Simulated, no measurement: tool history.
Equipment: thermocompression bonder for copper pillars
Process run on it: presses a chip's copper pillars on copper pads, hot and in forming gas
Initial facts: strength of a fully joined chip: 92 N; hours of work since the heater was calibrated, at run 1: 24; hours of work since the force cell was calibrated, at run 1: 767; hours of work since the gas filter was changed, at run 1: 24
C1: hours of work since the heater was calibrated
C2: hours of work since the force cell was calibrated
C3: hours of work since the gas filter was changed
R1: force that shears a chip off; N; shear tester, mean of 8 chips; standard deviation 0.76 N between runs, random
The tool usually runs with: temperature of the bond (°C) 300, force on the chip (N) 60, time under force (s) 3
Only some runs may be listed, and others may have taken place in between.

run 1 hour=0 | temperature_of_the_bond_(°C)=300 force_on_the_chip_(N)=60 time_under_force_(s)=3 | C1=24 C2=767 C3=24 | R1=56.8
run 2 hour=25.5 | temperature_of_the_bond_(°C)=300 force_on_the_chip_(N)=60 time_under_force_(s)=3 | C1=40 C2=784 C3=40 | R1=57.4
run 3 hour=80.5 | temperature_of_the_bond_(°C)=296 force_on_the_chip_(N)=60 time_under_force_(s)=3 | C1=76 C2=820 C3=76 | R1=53.1
run 4 hour=119.9 | temperature_of_the_bond_(°C)=296 force_on_the_chip_(N)=60 time_under_force_(s)=3 | C1=102 C2=846 C3=102 | R1=52.1
run 5 hour=153.6 | temperature_of_the_bond_(°C)=296 force_on_the_chip_(N)=60 time_under_force_(s)=3 | C1=124 C2=868 C3=124 | R1=53.3
-- hour=156.5 forming gas filter changed
run 6 hour=177.3 | temperature_of_the_bond_(°C)=296 force_on_the_chip_(N)=60 time_under_force_(s)=3 | C1=139 C2=883 C3=14 | R1=53.1
run 7 hour=228.2 | temperature_of_the_bond_(°C)=308 force_on_the_chip_(N)=60 time_under_force_(s)=3 | C1=173 C2=916 C3=47 | R1=59.4
run 8 hour=260.3 | temperature_of_the_bond_(°C)=300 force_on_the_chip_(N)=60 time_under_force_(s)=3 | C1=194 C2=937 C3=68 | R1=55.2
run 9 hour=288.7 | temperature_of_the_bond_(°C)=300 force_on_the_chip_(N)=60 time_under_force_(s)=3 | C1=212 C2=956 C3=86 | R1=52.6
run 10 hour=342.2 | temperature_of_the_bond_(°C)=300 force_on_the_chip_(N)=60 time_under_force_(s)=3 | C1=247 C2=991 C3=121 | R1=53.8
-- hour=347.4 forming gas filter changed
run 11 hour=396.3 | temperature_of_the_bond_(°C)=300 force_on_the_chip_(N)=60 time_under_force_(s)=3 | C1=282 C2=1026 C3=32 | R1=54.2
run 12 hour=429 | temperature_of_the_bond_(°C)=313 force_on_the_chip_(N)=38 time_under_force_(s)=7 | C1=303 C2=1047 C3=53 | R1=63.4
run 13 hour=470.9 | temperature_of_the_bond_(°C)=300 force_on_the_chip_(N)=60 time_under_force_(s)=8 | C1=331 C2=1075 C3=81 | R1=68.6
run 14 hour=523.8 | temperature_of_the_bond_(°C)=300 force_on_the_chip_(N)=60 time_under_force_(s)=8 | C1=365 C2=1109 C3=115 | R1=70.2
-- hour=541.2 forming gas filter changed
run 15 hour=573.1 | temperature_of_the_bond_(°C)=300 force_on_the_chip_(N)=60 time_under_force_(s)=8 | C1=397 C2=1141 C3=21 | R1=69.8
run 16 hour=616.2 | temperature_of_the_bond_(°C)=324 force_on_the_chip_(N)=45 time_under_force_(s)=3 | C1=425 C2=1169 C3=49 | R1=60.2
run 17 hour=639.5 | temperature_of_the_bond_(°C)=324 force_on_the_chip_(N)=45 time_under_force_(s)=5 | C1=441 C2=1184 C3=64 | R1=67
run 18 hour=695.9 | temperature_of_the_bond_(°C)=324 force_on_the_chip_(N)=45 time_under_force_(s)=5 | C1=478 C2=1221 C3=101 | R1=66.5
-- hour=732.6 forming gas filter changed
run 19 hour=745.2 | temperature_of_the_bond_(°C)=273 force_on_the_chip_(N)=74 time_under_force_(s)=7 | C1=509 C2=1253 C3=8 | R1=57.7
run 20 hour=796.4 | temperature_of_the_bond_(°C)=292 force_on_the_chip_(N)=54 time_under_force_(s)=3 | C1=543 C2=1287 C3=42 | R1=46
run 21 hour=842.6 | temperature_of_the_bond_(°C)=273 force_on_the_chip_(N)=54 time_under_force_(s)=4 | C1=573 C2=1317 C3=72 | R1=40
run 22 hour=894.7 | temperature_of_the_bond_(°C)=273 force_on_the_chip_(N)=54 time_under_force_(s)=4 | C1=607 C2=1351 C3=106 | R1=39.2

Alternative continuations, all from the tool just after run 22; predict every row:
run A hour=920.1 | temperature_of_the_bond_(°C)=305 force_on_the_chip_(N)=70 time_under_force_(s)=7 | C1=624 C2=1367 C3=123 | R1=?
run B hour=920.1 | temperature_of_the_bond_(°C)=299 force_on_the_chip_(N)=59 time_under_force_(s)=2 | C1=624 C2=1367 C3=123 | R1=?
run C hour=920.1 | temperature_of_the_bond_(°C)=273 force_on_the_chip_(N)=51 time_under_force_(s)=5 | C1=624 C2=1367 C3=123 | R1=?

run=A R1=70.9
run=B R1=43.9
run=C R1=41.4
Without the tool's unlogged condition, the same runs would have read:
run=A R1=76.3
run=B R1=49.1
run=C R1=46.6
